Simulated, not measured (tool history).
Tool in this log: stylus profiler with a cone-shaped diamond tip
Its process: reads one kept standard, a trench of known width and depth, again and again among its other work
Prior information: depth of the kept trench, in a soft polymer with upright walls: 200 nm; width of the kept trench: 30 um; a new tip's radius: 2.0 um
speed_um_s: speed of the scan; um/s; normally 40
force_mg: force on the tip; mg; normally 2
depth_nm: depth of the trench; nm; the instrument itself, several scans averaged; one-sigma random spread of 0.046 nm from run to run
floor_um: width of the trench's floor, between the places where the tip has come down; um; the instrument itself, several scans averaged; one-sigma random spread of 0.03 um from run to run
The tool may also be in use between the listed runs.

{"run": 1, "hour": 0.0, "speed_um_s": 40, "force_mg": 2, "depth_nm": 201.25, "floor_um": 27.97}
{"run": 2, "hour": 42.6, "speed_um_s": 40, "force_mg": 1.19, "depth_nm": 200.92, "floor_um": 27.84}
{"run": 3, "hour": 81.7, "speed_um_s": 40, "force_mg": 1.19, "depth_nm": 200.95, "floor_um": 27.82}
{"run": 4, "hour": 101.7, "speed_um_s": 40, "force_mg": 2, "depth_nm": 201.29, "floor_um": 27.94}
{"run": 5, "hour": 124.3, "speed_um_s": 40, "force_mg": 2, "depth_nm": 201.31, "floor_um": 27.89}
{"run": 6, "hour": 146.0, "speed_um_s": 40, "force_mg": 2, "depth_nm": 201.28, "floor_um": 27.84}
{"run": 7, "hour": 177.1, "speed_um_s": 21, "force_mg": 2, "depth_nm": 201.23, "floor_um": 28.01}
{"run": 8, "hour": 194.8, "speed_um_s": 21, "force_mg": 2, "depth_nm": 201.33, "floor_um": 27.96}
{"run": 9, "hour": 232.3, "speed_um_s": 21, "force_mg": 2, "depth_nm": 201.35, "floor_um": 27.99}
{"run": 10, "hour": 266.4, "speed_um_s": 13, "force_mg": 2, "depth_nm": 201.33, "floor_um": 28.04}
{"run": 11, "hour": 296.3, "speed_um_s": 13, "force_mg": 2, "depth_nm": 201.37, "floor_um": 27.99}
{"run": 12, "hour": 321.1, "speed_um_s": 13, "force_mg": 2, "depth_nm": 201.34, "floor_um": 27.97}
{"run": 13, "hour": 352.3, "speed_um_s": 13, "force_mg": 2, "depth_nm": 201.38, "floor_um": 28.01}
{"run": 14, "hour": 393.1, "speed_um_s": 13, "force_mg": 2, "depth_nm": 201.5, "floor_um": 27.92}
{"run": 15, "hour": 416.4, "speed_um_s": 13, "force_mg": 2, "depth_nm": 201.48, "floor_um": 27.93}
{"run": 16, "hour": 441.3, "speed_um_s": 40, "force_mg": 2, "depth_nm": 201.45, "floor_um": 27.75}
{"run": 17, "hour": 483.4, "speed_um_s": 40, "force_mg": 1.7, "depth_nm": 201.37, "floor_um": 27.66}
{"run": 18, "hour": 527.3, "speed_um_s": 40, "force_mg": 1.7, "depth_nm": 201.31, "floor_um": 27.71}
{"run": 19, "hour": 548.9, "speed_um_s": 40, "force_mg": 1.7, "depth_nm": 201.42, "floor_um": 27.73}
{"run": 20, "hour": 566.8, "speed_um_s": 40, "force_mg": 1.7, "depth_nm": 201.44, "floor_um": 27.66}
{"run": 21, "hour": 607.3, "speed_um_s": 40, "force_mg": 1.7, "depth_nm": 201.39, "floor_um": 27.62}
{"run": 22, "hour": 643.5, "speed_um_s": 40, "force_mg": 2, "depth_nm": 201.51, "floor_um": 27.64}
{"run": 23, "hour": 669.6, "speed_um_s": 40, "force_mg": 2.38, "depth_nm": 201.65, "floor_um": 27.71}
{"run": 24, "hour": 705.5, "speed_um_s": 17, "force_mg": 0.78, "depth_nm": 200.98, "floor_um": 27.72}
{"hour": 707.9, "done": "height scale calibrated on a step standard"}
{"run": 25, "hour": 742.9, "speed_um_s": 13, "force_mg": 0.71, "depth_nm": 201.08, "floor_um": 27.74}
{"run": 26, "hour": 778.4, "speed_um_s": 40, "force_mg": 3.02, "depth_nm": 202.13, "floor_um": 27.67}
{"run": 27, "hour": 801.6, "speed_um_s": 40, "force_mg": 2.91, "depth_nm": 202.12, "floor_um": 27.64}
{"run": 28, "hour": 840.5, "speed_um_s": 55, "force_mg": 2.55, "depth_nm": 202, "floor_um": 27.53}
{"hour": 845.0, "done": "height scale calibrated on a step standard, once more"}
{"run": 29, "hour": 870.5, "speed_um_s": 55, "force_mg": 2.55, "depth_nm": 201.42, "floor_um": 27.49}
{"run": 30, "hour": 911.5, "speed_um_s": 29, "force_mg": 2, "depth_nm": 201.31, "floor_um": 27.64}
{"run": 31, "hour": 943.9, "speed_um_s": 19, "force_mg": 3.79, "depth_nm": 201.96, "floor_um": 27.77}
{"run": 32, "hour": 964.9, "speed_um_s": 30, "force_mg": 1.5, "depth_nm": 201.07, "floor_um": 27.56}
{"run": 33, "hour": 983.1, "speed_um_s": 28, "force_mg": 5.9, "depth_nm": 202.66, "floor_um": 27.67}
{"run": 34, "hour": 1016.1, "speed_um_s": 28, "force_mg": 5.9, "depth_nm": 202.62, "floor_um": 27.71}
{"run": 35, "hour": 1059.1, "speed_um_s": 19, "force_mg": 2.19, "depth_nm": 201.41, "floor_um": 27.63}
{"run": 36, "hour": 1090.3, "speed_um_s": 57, "force_mg": 2, "depth_nm": 201.32, "floor_um": 27.35}
{"run": 37, "hour": 1119.2, "speed_um_s": 40, "force_mg": 2.59, "depth_nm": 201.58, "floor_um": 27.49}
{"run": 38, "hour": 1158.3, "speed_um_s": 13, "force_mg": 3.67, "depth_nm": 201.98, "floor_um": 27.66}
{"run": 39, "hour": 1179.2, "speed_um_s": 47, "force_mg": 0.83, "depth_nm": 200.87, "floor_um": 27.2}
{"run": 40, "hour": 1220.0, "speed_um_s": 47, "force_mg": 0.83, "depth_nm": 200.92, "floor_um": 27.22}
{"run": 41, "hour": 1251.8, "speed_um_s": 51, "force_mg": 2, "depth_nm": 201.38, "floor_um": 27.29}
{"run": 42, "hour": 1271.8, "speed_um_s": 51, "force_mg": 2, "depth_nm": 201.42, "floor_um": 27.34}
{"run": 43, "hour": 1302.5, "speed_um_s": 118, "force_mg": 3.39, "depth_nm": 201.94, "floor_um": 27.04}
{"run": 44, "hour": 1320.9, "speed_um_s": 45, "force_mg": 0.72, "depth_nm": 200.88, "floor_um": 27.11}
{"run": 45, "hour": 1361.2, "speed_um_s": 45, "force_mg": 0.72, "depth_nm": 200.83, "floor_um": 27.15}
{"run": 46, "hour": 1400.1, "speed_um_s": 45, "force_mg": 0.72, "depth_nm": 200.9, "floor_um": 27.12}

Each row is a separate what-if for the run after 46, all from the same tool condition, not one after another. Results?
{"hour": 1409.7, "done": "new tip fitted, height scale calibrated"}
{"run": "A", "hour": 1431.4, "speed_um_s": 45, "force_mg": 2.79, "depth_nm": "?", "floor_um": "?"}
{"hour": 1409.7, "done": "new tip fitted, height scale calibrated"}
{"run": "B", "hour": 1431.4, "speed_um_s": 12, "force_mg": 2, "depth_nm": "?", "floor_um": "?"}
{"hour": 1409.7, "done": "new tip fitted, height scale calibrated"}
{"run": "C", "hour": 1431.4, "speed_um_s": 13, "force_mg": 2, "depth_nm": "?", "floor_um": "?"}
{"hour": 1409.7, "done": "new tip fitted, height scale calibrated"}
{"run": "D", "hour": 1431.4, "speed_um_s": 12, "force_mg": 0.72, "depth_nm": "?", "floor_um": "?"}

run=A depth_nm=201.62 floor_um=27.91
run=B depth_nm=201.2 floor_um=28.13
run=C depth_nm=201.21 floor_um=28.18
run=D depth_nm=200.74 floor_um=28.03
The same runs, with their run-to-run variation unchanged, on a tool lacking any hidden condition would have given:
run=A depth_nm=201.59 floor_um=27.93
run=B depth_nm=201.16 floor_um=28.14
run=C depth_nm=201.18 floor_um=28.19
run=D depth_nm=200.7 floor_um=28.04
